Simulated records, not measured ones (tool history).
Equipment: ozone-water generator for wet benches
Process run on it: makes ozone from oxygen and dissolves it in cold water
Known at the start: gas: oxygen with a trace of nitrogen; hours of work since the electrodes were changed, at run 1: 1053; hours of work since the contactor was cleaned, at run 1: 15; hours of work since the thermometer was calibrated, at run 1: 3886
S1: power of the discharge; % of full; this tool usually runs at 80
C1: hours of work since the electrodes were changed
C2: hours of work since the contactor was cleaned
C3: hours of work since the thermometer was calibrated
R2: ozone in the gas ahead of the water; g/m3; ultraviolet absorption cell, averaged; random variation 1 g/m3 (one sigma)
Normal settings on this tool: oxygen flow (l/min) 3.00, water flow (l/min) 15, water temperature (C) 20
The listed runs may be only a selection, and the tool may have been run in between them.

run 1 day=0.000 | S1=80 oxygen_flow_(l/min)=3.00 water_flow_(l/min)=15 water_temperature_(C)=20 | C1=1053 C2=15 C3=3886 | dissolved_ozone_(ppm)=15.1 R2=174.2
run 2 day=4.638 | S1=80 oxygen_flow_(l/min)=3.00 water_flow_(l/min)=15 water_temperature_(C)=20 | C1=1143 C2=106 C3=3977 | dissolved_ozone_(ppm)=14.9 R2=175.8
run 3 day=11.404 | S1=80 oxygen_flow_(l/min)=3.00 water_flow_(l/min)=15 water_temperature_(C)=20 | C1=1275 C2=238 C3=4109 | dissolved_ozone_(ppm)=15.0 R2=173.0
run 4 day=18.554 | S1=80 oxygen_flow_(l/min)=3.00 water_flow_(l/min)=15 water_temperature_(C)=26 | C1=1415 C2=377 C3=4248 | dissolved_ozone_(ppm)=13.4 R2=171.4
run 5 day=25.158 | S1=80 oxygen_flow_(l/min)=3.00 water_flow_(l/min)=15 water_temperature_(C)=26 | C1=1544 C2=506 C3=4377 | dissolved_ozone_(ppm)=13.4 R2=170.8
run 6 day=29.846 | S1=80 oxygen_flow_(l/min)=3.00 water_flow_(l/min)=15 water_temperature_(C)=26 | C1=1635 C2=598 C3=4469 | dissolved_ozone_(ppm)=13.3 R2=172.1
run 7 day=34.192 | S1=80 oxygen_flow_(l/min)=2.56 water_flow_(l/min)=15 water_temperature_(C)=16 | C1=1720 C2=682 C3=4553 | dissolved_ozone_(ppm)=14.8 R2=183.3
run 8 day=38.504 | S1=80 oxygen_flow_(l/min)=2.44 water_flow_(l/min)=11 water_temperature_(C)=15 | C1=1804 C2=767 C3=4638 | dissolved_ozone_(ppm)=19.3 R2=188.0
run 9 day=45.158 | S1=80 oxygen_flow_(l/min)=3.85 water_flow_(l/min)=11 water_temperature_(C)=18 | C1=1934 C2=896 C3=4767 | dissolved_ozone_(ppm)=18.6 R2=147.7
run 10 day=48.325 | S1=59 oxygen_flow_(l/min)=3.73 water_flow_(l/min)=11 water_temperature_(C)=18 | C1=1996 C2=958 C3=4829 | dissolved_ozone_(ppm)=14.9 R2=119.8
run 11 day=55.012 | S1=59 oxygen_flow_(l/min)=3.73 water_flow_(l/min)=11 water_temperature_(C)=18 | C1=2126 C2=1088 C3=4960 | dissolved_ozone_(ppm)=14.9 R2=118.7
run 12 day=61.429 | S1=80 oxygen_flow_(l/min)=2.69 water_flow_(l/min)=10 water_temperature_(C)=18 | C1=2251 C2=1214 C3=5085 | dissolved_ozone_(ppm)=19.8 R2=176.7

Predict each of these 4 candidate next runs independently; none follows another, all start after run 12:
run A day=65.275 | S1=80 oxygen_flow_(l/min)=2.20 water_flow_(l/min)=10 water_temperature_(C)=13 | C1=2326 C2=1289 C3=5160 | dissolved_ozone_(ppm)=? R2=?
run B day=65.275 | S1=80 oxygen_flow_(l/min)=3.00 water_flow_(l/min)=13 water_temperature_(C)=20 | C1=2326 C2=1289 C3=5160 | dissolved_ozone_(ppm)=? R2=?
run C day=65.275 | S1=67 oxygen_flow_(l/min)=3.00 water_flow_(l/min)=15 water_temperature_(C)=16 | C1=2326 C2=1289 C3=5160 | dissolved_ozone_(ppm)=? R2=?
run D day=65.275 | S1=90 oxygen_flow_(l/min)=3.05 water_flow_(l/min)=15 water_temperature_(C)=20 | C1=2326 C2=1289 C3=5160 | dissolved_ozone_(ppm)=? R2=?

run=A dissolved_ozone_(ppm)=20.5 R2=195.9
run=B dissolved_ozone_(ppm)=15.6 R2=167.2
run=C dissolved_ozone_(ppm)=13.0 R2=147.0
run=D dissolved_ozone_(ppm)=15.5 R2=182.0
With no hidden state in the tool, these same runs would have given:
run=A dissolved_ozone_(ppm)=23.0 R2=213.7
run=B dissolved_ozone_(ppm)=17.6 R2=182.4
run=C dissolved_ozone_(ppm)=14.4 R2=158.6
run=D dissolved_ozone_(ppm)=17.5 R2=200.0
